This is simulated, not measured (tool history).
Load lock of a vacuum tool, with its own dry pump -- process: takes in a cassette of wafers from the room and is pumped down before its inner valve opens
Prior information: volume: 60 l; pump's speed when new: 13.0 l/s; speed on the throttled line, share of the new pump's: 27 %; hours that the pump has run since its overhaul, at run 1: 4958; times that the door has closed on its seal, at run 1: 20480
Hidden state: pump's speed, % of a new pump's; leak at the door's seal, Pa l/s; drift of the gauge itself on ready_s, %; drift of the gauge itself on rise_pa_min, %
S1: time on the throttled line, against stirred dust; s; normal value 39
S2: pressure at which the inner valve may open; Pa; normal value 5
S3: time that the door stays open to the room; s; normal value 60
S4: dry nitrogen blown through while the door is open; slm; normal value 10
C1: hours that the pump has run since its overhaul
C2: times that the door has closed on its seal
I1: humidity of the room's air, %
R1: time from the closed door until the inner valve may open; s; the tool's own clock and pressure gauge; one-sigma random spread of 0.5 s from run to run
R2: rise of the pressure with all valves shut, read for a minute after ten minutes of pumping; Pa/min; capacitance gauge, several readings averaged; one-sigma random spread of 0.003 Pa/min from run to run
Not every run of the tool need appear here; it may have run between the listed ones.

Run 1, hour 0: usual settings; C1 4958; C2 20480; I1 46. Result: R1 75.2 s, R2 0.079 Pa/min.
Run 2, hour 604.9: usual settings; C1 5563; C2 21630; I1 44.9. Result: R1 76 s, R2 0.079 Pa/min.
Run 3, hour 1235.6: usual settings; C1 6194; C2 22829; I1 40. Result: R1 74.2 s, R2 0.08 Pa/min.
Run 4, hour 1679.1: usual settings; C1 6637; C2 23671; I1 46.2. Result: R1 75.8 s, R2 0.084 Pa/min.
Run 5, hour 2036.4: usual settings; C1 6994; C2 24350; I1 46. Result: R1 75.9 s, R2 0.081 Pa/min.
Run 6, hour 2415: usual settings; C1 7373; C2 25070; I1 45.3. Result: R1 76.2 s, R2 0.087 Pa/min.

For run 7, what comes out?
Run 7, hour 2983: usual settings; C1 7941; C2 26150; I1 43.8. Result: R1 ?, R2 ?.

R1: 75.8 s
R2: 0.09 Pa/min
Had the tool carried no hidden state, the very same run would have given R1 74.7 s, R2 0.05 Pa/min.
